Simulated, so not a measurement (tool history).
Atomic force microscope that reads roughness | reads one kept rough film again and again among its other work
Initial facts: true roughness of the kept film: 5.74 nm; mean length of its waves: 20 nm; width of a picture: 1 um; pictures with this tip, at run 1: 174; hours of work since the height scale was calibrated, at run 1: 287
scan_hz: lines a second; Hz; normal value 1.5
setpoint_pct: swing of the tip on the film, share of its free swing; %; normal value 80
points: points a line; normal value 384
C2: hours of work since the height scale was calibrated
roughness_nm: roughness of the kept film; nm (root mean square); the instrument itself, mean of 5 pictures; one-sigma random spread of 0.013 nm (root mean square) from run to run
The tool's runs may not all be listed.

run 1 hour=0 | scan_hz=1.5 setpoint_pct=80 points=384 | pictures_with_this_tip=174 C2=287 | roughness_nm=1.953
run 2 hour=16.1 | scan_hz=1.5 setpoint_pct=80 points=384 | pictures_with_this_tip=206 C2=297 | roughness_nm=1.811
run 3 hour=25.8 | scan_hz=1.5 setpoint_pct=80 points=384 | pictures_with_this_tip=225 C2=304 | roughness_nm=1.75
run 4 hour=41.2 | scan_hz=1.5 setpoint_pct=80 points=857 | pictures_with_this_tip=256 C2=314 | roughness_nm=1.664
run 5 hour=49.5 | scan_hz=1.5 setpoint_pct=80 points=857 | pictures_with_this_tip=273 C2=319 | roughness_nm=1.613
run 6 hour=61.8 | scan_hz=1.5 setpoint_pct=80 points=414 | pictures_with_this_tip=297 C2=327 | roughness_nm=1.527
run 7 hour=70.4 | scan_hz=1.5 setpoint_pct=80 points=414 | pictures_with_this_tip=314 C2=333 | roughness_nm=1.478
run 8 hour=85.2 | scan_hz=1.5 setpoint_pct=80 points=414 | pictures_with_this_tip=344 C2=343 | roughness_nm=1.415
run 9 hour=101.9 | scan_hz=2.16 setpoint_pct=80 points=384 | pictures_with_this_tip=377 C2=354 | roughness_nm=1.251
-- hour=105 new tip fitted
run 10 hour=110.8 | scan_hz=2.16 setpoint_pct=80 points=384 | pictures_with_this_tip=12 C2=360 | roughness_nm=2.711
run 11 hour=128.1 | scan_hz=0.63 setpoint_pct=80 points=384 | pictures_with_this_tip=46 C2=371 | roughness_nm=2.784
run 12 hour=142.4 | scan_hz=1.5 setpoint_pct=80 points=265 | pictures_with_this_tip=75 C2=380 | roughness_nm=2.289
run 13 hour=155.3 | scan_hz=1.5 setpoint_pct=80 points=934 | pictures_with_this_tip=100 C2=389 | roughness_nm=2.206
run 14 hour=164.5 | scan_hz=1.5 setpoint_pct=80 points=934 | pictures_with_this_tip=119 C2=395 | roughness_nm=2.115
run 15 hour=182.6 | scan_hz=1.5 setpoint_pct=80 points=384 | pictures_with_this_tip=155 C2=407 | roughness_nm=1.914
run 16 hour=199.8 | scan_hz=0.72 setpoint_pct=83 points=484 | pictures_with_this_tip=189 C2=418 | roughness_nm=1.908
run 17 hour=214.3 | scan_hz=1.91 setpoint_pct=88 points=490 | pictures_with_this_tip=218 C2=428 | roughness_nm=1.515
run 18 hour=227.4 | scan_hz=1.91 setpoint_pct=88 points=490 | pictures_with_this_tip=244 C2=436 | roughness_nm=1.448
run 19 hour=240.4 | scan_hz=0.99 setpoint_pct=80 points=455 | pictures_with_this_tip=270 C2=445 | roughness_nm=1.607
run 20 hour=254.1 | scan_hz=1.5 setpoint_pct=65 points=384 | pictures_with_this_tip=297 C2=454 | roughness_nm=1.564
run 21 hour=271.5 | scan_hz=1.5 setpoint_pct=66 points=303 | pictures_with_this_tip=332 C2=466 | roughness_nm=1.473
run 22 hour=281.5 | scan_hz=1.5 setpoint_pct=66 points=303 | pictures_with_this_tip=352 C2=472 | roughness_nm=1.427
-- hour=296.3 new tip fitted
run 23 hour=299.7 | scan_hz=1.5 setpoint_pct=75 points=384 | pictures_with_this_tip=6 C2=484 | roughness_nm=3.086
run 24 hour=310.6 | scan_hz=1.5 setpoint_pct=75 points=384 | pictures_with_this_tip=28 C2=491 | roughness_nm=2.867
run 25 hour=328 | scan_hz=2.04 setpoint_pct=70 points=296 | pictures_with_this_tip=63 C2=503 | roughness_nm=2.554
run 26 hour=342.9 | scan_hz=2.97 setpoint_pct=62 points=577 | pictures_with_this_tip=93 C2=512 | roughness_nm=2.426
run 27 hour=354.8 | scan_hz=1.48 setpoint_pct=62 points=967 | pictures_with_this_tip=116 C2=520 | roughness_nm=2.391
run 28 hour=363.5 | scan_hz=2.54 setpoint_pct=81 points=257 | pictures_with_this_tip=134 C2=526 | roughness_nm=1.818
run 29 hour=379.8 | scan_hz=2.54 setpoint_pct=78 points=293 | pictures_with_this_tip=166 C2=537 | roughness_nm=1.741

Alternative continuations, all from the tool just after run 29; predict every row:
run A hour=391.1 | scan_hz=1.76 setpoint_pct=78 points=524 | pictures_with_this_tip=189 C2=544 | roughness_nm=?
run B hour=391.1 | scan_hz=1.5 setpoint_pct=57 points=696 | pictures_with_this_tip=189 C2=544 | roughness_nm=?
run C hour=391.1 | scan_hz=3.27 setpoint_pct=61 points=772 | pictures_with_this_tip=189 C2=544 | roughness_nm=?
run D hour=391.1 | scan_hz=2.54 setpoint_pct=67 points=458 | pictures_with_this_tip=189 C2=544 | roughness_nm=?

run=A roughness_nm=1.816
run=B roughness_nm=2.032
run=C roughness_nm=1.904
run=D roughness_nm=1.859
Without the tool's hidden state the same runs would have given:
run=A roughness_nm=3.11
run=B roughness_nm=3.479
run=C roughness_nm=3.258
run=D roughness_nm=3.184
